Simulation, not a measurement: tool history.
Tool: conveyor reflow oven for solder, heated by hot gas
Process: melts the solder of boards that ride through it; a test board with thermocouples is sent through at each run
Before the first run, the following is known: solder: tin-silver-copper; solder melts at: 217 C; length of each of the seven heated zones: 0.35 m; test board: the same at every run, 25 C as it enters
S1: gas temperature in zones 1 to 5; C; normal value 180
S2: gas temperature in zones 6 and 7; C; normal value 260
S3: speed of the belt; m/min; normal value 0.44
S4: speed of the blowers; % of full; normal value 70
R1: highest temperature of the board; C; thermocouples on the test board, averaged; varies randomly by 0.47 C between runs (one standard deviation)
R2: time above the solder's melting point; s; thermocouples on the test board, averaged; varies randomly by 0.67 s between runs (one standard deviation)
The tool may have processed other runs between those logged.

{"run": 1, "hour": 0.0, "S1": 180, "S2": 260, "S3": 0.44, "S4": 70, "R1": 251, "R2": 75.3}
{"run": 2, "hour": 6.7, "S1": 180, "S2": 260, "S3": 0.44, "S4": 70, "R1": 249.9, "R2": 74.6}
{"run": 3, "hour": 18.0, "S1": 180, "S2": 260, "S3": 0.44, "S4": 70, "R1": 249.7, "R2": 76.1}
{"run": 4, "hour": 31.6, "S1": 180, "S2": 260, "S3": 0.44, "S4": 70, "R1": 250.1, "R2": 75.5}
{"run": 5, "hour": 39.3, "S1": 180, "S2": 260, "S3": 0.44, "S4": 70, "R1": 250.7, "R2": 73.7}
{"run": 6, "hour": 53.3, "S1": 180, "S2": 260, "S3": 0.44, "S4": 70, "R1": 249.4, "R2": 75.7}
{"run": 7, "hour": 66.1, "S1": 180, "S2": 260, "S3": 0.44, "S4": 70, "R1": 249.8, "R2": 74.4}
{"run": 8, "hour": 75.2, "S1": 180, "S2": 265, "S3": 0.44, "S4": 70, "R1": 254.5, "R2": 78.3}
{"run": 9, "hour": 86.3, "S1": 180, "S2": 265, "S3": 0.44, "S4": 70, "R1": 253.7, "R2": 78.6}
{"run": 10, "hour": 93.5, "S1": 180, "S2": 265, "S3": 0.44, "S4": 70, "R1": 254.9, "R2": 78.7}
{"run": 11, "hour": 105.2, "S1": 180, "S2": 265, "S3": 0.44, "S4": 70, "R1": 254.4, "R2": 78}
{"run": 12, "hour": 111.6, "S1": 180, "S2": 265, "S3": 0.44, "S4": 70, "R1": 254.7, "R2": 79.2}
{"run": 13, "hour": 117.9, "S1": 192, "S2": 265, "S3": 0.44, "S4": 89, "R1": 257.6, "R2": 88.2}
{"run": 14, "hour": 126.1, "S1": 192, "S2": 265, "S3": 0.414, "S4": 74, "R1": 257.4, "R2": 93.4}
{"run": 15, "hour": 137.2, "S1": 167, "S2": 260, "S3": 0.44, "S4": 70, "R1": 248.6, "R2": 66.9}
{"run": 16, "hour": 150.4, "S1": 167, "S2": 270, "S3": 0.44, "S4": 51, "R1": 253.1, "R2": 71.4}
{"hour": 156.7, "done": "flux residue cleaned out of gas plates and filters"}
{"run": 17, "hour": 169.4, "S1": 176, "S2": 270, "S3": 0.528, "S4": 51, "R1": 248.3, "R2": 55.8}
{"run": 18, "hour": 178.7, "S1": 186, "S2": 270, "S3": 0.528, "S4": 85, "R1": 256.8, "R2": 67.8}
{"run": 19, "hour": 190.8, "S1": 190, "S2": 275, "S3": 0.528, "S4": 85, "R1": 261.9, "R2": 72.5}
{"hour": 204.6, "done": "flux residue cleaned out of gas plates and filters, once more"}
{"run": 20, "hour": 209.6, "S1": 190, "S2": 266, "S3": 0.528, "S4": 85, "R1": 254.9, "R2": 68.9}
{"run": 21, "hour": 219.2, "S1": 190, "S2": 266, "S3": 0.528, "S4": 85, "R1": 254.5, "R2": 68.4}
{"run": 22, "hour": 231.7, "S1": 190, "S2": 266, "S3": 0.357, "S4": 77, "R1": 260.7, "R2": 110.3}
{"run": 23, "hour": 241.9, "S1": 195, "S2": 260, "S3": 0.44, "S4": 58, "R1": 249.8, "R2": 83}
{"run": 24, "hour": 250.5, "S1": 195, "S2": 260, "S3": 0.44, "S4": 58, "R1": 249.9, "R2": 83.2}

What if the next run were any one of these 3? Each begins from the tool's condition after run 24:
{"run": "A", "hour": 257.2, "S1": 195, "S2": 260, "S3": 0.379, "S4": 58, "R1": "?", "R2": "?"}
{"run": "B", "hour": 257.2, "S1": 195, "S2": 260, "S3": 0.466, "S4": 58, "R1": "?", "R2": "?"}
{"run": "C", "hour": 257.2, "S1": 165, "S2": 260, "S3": 0.44, "S4": 58, "R1": "?", "R2": "?"}

run=A R1=253.4 R2=101
run=B R1=248.3 R2=76.9
run=C R1=245.3 R2=63
Without the tool's hidden state the same runs would have given:
run=A R1=254.1 R2=100.7
run=B R1=248.9 R2=76.9
run=C R1=246 R2=63.3
